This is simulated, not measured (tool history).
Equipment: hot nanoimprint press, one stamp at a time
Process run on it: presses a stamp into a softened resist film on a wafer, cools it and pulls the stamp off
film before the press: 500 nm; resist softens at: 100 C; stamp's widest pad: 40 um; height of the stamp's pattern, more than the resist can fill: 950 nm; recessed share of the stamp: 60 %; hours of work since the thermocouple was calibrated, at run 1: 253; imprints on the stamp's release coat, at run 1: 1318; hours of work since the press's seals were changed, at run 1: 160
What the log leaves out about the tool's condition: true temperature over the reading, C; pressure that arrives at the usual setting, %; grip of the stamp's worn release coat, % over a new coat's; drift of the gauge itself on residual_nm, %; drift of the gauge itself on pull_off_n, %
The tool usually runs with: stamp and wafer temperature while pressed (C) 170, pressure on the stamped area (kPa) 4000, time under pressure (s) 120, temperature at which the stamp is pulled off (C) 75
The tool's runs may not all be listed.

run   hour  stamp and wafer temperature while pressed (C)  pressure on the stamped area (kPa)  time under pressure (s)  temperature at which the stamp is pulled off (C)  hours of work since the thermocouple was calibrated  imprints on the stamp's release coat  hours of work since the press's seals were changed  resist left under the stamp's widest pad (nm)  greatest force while the stamp is pulled off (N)
  1      0                                            170                                4000                      120                                                75                                                  253                                  1318                                                 160                                          199.4                                               348
  2    7.8                                            170                                4000                      120                                                75                                                  259                                  1346                                                 166                                          199.4                                               337
  3   17.9                                            170                                4000                      120                                                75                                                  268                                  1383                                                 174                                          198.9                                               343
  4   24.8                                            170                                4000                      200                                                75                                                  273                                  1409                                                 179                                            161                                               339
  5   37.6                                            170                                5690                      120                                                75                                                  283                                  1456                                                 189                                          170.8                                               360
  6   46.3                                            170                                5690                      120                                                75                                                  290                                  1488                                                 196                                          171.6                                               351
  7   57.8                                            170                                4000                      120                                                75                                                  299                                  1530                                                 205                                          203.3                                               357
  8   68.1                                            170                                4000                      120                                                75                                                  307                                  1568                                                 214                                          202.2                                               353
  9   82.9                                            170                                4000                      103                                                75                                                  319                                  1622                                                 225                                          217.4                                               360
      98.9  -- stamp cleaned and given a new release coat
 10  100.5                                            170                                4000                      103                                                75                                                  328                                     6                                                 235                                          214.8                                               242
 11  110.6                                            164                                5230                       91                                                70                                                  336                                    43                                                 243                                          284.4                                               252
 12  122.9                                            179                                3350                      208                                                69                                                  346                                    88                                                 252                                            104                                               258
 13  131.6                                            170                                2950                      120                                                75                                                  353                                   120                                                 259                                          234.1                                               251
 14  145.3                                            174                                4800                      217                                                68                                                  364                                   170                                                 270                                          115.5                                               274
     155.1  -- plate thermocouple calibrated
 15  162.5                                            164                                3380                       70                                                60                                                    6                                   223                                                 281                                          320.9                                               308
 16  175.3                                            164                                3440                       70                                                60                                                   16                                   270                                                 291                                          319.5                                               310
 17  188.3                                            164                                4000                      120                                                68                                                   26                                   317                                                 302                                          255.3                                               268
 18  194.3                                            164                                3210                      180                                                68                                                   31                                   339                                                 307                                          241.7                                               281
 19  208.9                                            164                                3210                      180                                                68                                                   43                                   393                                                 318                                          244.8                                               297
 20  222.4                                            164                                3210                      180                                                68                                                   53                                   442                                                 329                                          244.5                                               289

Predict each of these 4 candidate next runs independently; none follows another, all start after run 20:
  A  235.2                                            164                                3120                      180                                                80                                                   64                                   490                                                 339                                              ?                                                 ?
  B  235.2                                            170                                2960                      120                                                75                                                   64                                   490                                                 339                                              ?                                                 ?
  C  235.2                                            164                                3630                       61                                                61                                                   64                                   490                                                 339                                              ?                                                 ?
  D  235.2                                            171                                3210                      180                                                73                                                   64                                   490                                                 339                                              ?                                                 ?

run  resist left under the stamp's widest pad (nm)  greatest force while the stamp is pulled off (N)
  A                                          243.8                                               243
  B                                          213.9                                               263
  C                                          332.9                                               323
  D                                          163.8                                               272
With no hidden state in the tool, these same runs would have given:
run  resist left under the stamp's widest pad (nm)  greatest force while the stamp is pulled off (N)
  A                                          239.5                                               210
  B                                          210.1                                               227
  C                                          328.2                                               278
  D                                          160.5                                               235
